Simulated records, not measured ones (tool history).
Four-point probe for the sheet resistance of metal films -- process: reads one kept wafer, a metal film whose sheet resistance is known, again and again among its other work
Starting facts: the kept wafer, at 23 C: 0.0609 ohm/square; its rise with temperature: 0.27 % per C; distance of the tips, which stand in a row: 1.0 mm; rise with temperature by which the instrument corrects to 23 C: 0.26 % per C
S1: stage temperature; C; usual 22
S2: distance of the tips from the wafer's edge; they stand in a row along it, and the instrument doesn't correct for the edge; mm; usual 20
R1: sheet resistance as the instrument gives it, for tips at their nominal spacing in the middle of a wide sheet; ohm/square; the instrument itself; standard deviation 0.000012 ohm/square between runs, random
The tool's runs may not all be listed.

run	hour	S1	S2	R1
1	0	22	20	0.060625
2	52.6	22	20	0.060629
3	77.3	22	20	0.06061
4	128.6	22	20	0.060599
5	172.3	22	20	0.060577
6	205.9	22	20	0.060584
7	237.1	22	8	0.060985
8	265.1	22	55	0.060501
9	288.5	22	47	0.060496
10	333.9	30	23	0.06057
11	360.7	34	14	0.060717

Estimate the outcome of run 12 from the log above:
12	391.6	25	5	?

{"run 12": {"R1": 0.061741}}
With no hidden state in the tool, this same run would have given R1 0.06219 ohm/square.
